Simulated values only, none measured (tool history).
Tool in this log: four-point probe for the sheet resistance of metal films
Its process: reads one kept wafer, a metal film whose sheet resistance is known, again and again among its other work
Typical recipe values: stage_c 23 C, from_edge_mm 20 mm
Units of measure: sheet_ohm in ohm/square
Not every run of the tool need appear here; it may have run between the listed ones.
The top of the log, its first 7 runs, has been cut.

run   hour  stage_c  from_edge_mm  touches since the probe head was changed  hours of work since the stage's thermometer was calibrated  sheet_ohm
  8  165.7       23            12                                      5557                                                        1026   0.159825
  9  194.3       23            12                                      6296                                                        1037   0.159843
 10    216       23            13                                      6860                                                        1046   0.159786
 11  237.7       23            13                                      7421                                                        1055   0.159807
 12  250.1       23            13                                      7743                                                        1061   0.159763
 13  274.3       23            13                                      8368                                                        1071   0.159789
 14  297.7       23             5                                      8975                                                        1080   0.160589
 15  318.1       23             5                                      9503                                                        1089   0.160503
 16    345       23            20                                     10201                                                        1100   0.159762
 17  368.8       32            20                                     10817                                                        1110   0.160507
 18  395.3       32            48                                     11501                                                        1121    0.16046
 19  425.4       32            48                                     12281                                                        1134     0.1604
 20  441.5       23            18                                     12699                                                        1140   0.159726
 21  464.8       32            20                                     13302                                                        1150   0.160497
 22  477.3       23            20                                     13626                                                        1155   0.159747
 23  492.1       34            20                                     14010                                                        1161   0.160681

For run 24, what comes out?
 24  505.8       26            13                                     14364                                                        1167          ?

sheet_ohm: 0.160078 ohm/square
Take away the tool's hidden state, keep the run-to-run variation as it was, and the same run would have given sheet_ohm 0.160068 ohm/square.

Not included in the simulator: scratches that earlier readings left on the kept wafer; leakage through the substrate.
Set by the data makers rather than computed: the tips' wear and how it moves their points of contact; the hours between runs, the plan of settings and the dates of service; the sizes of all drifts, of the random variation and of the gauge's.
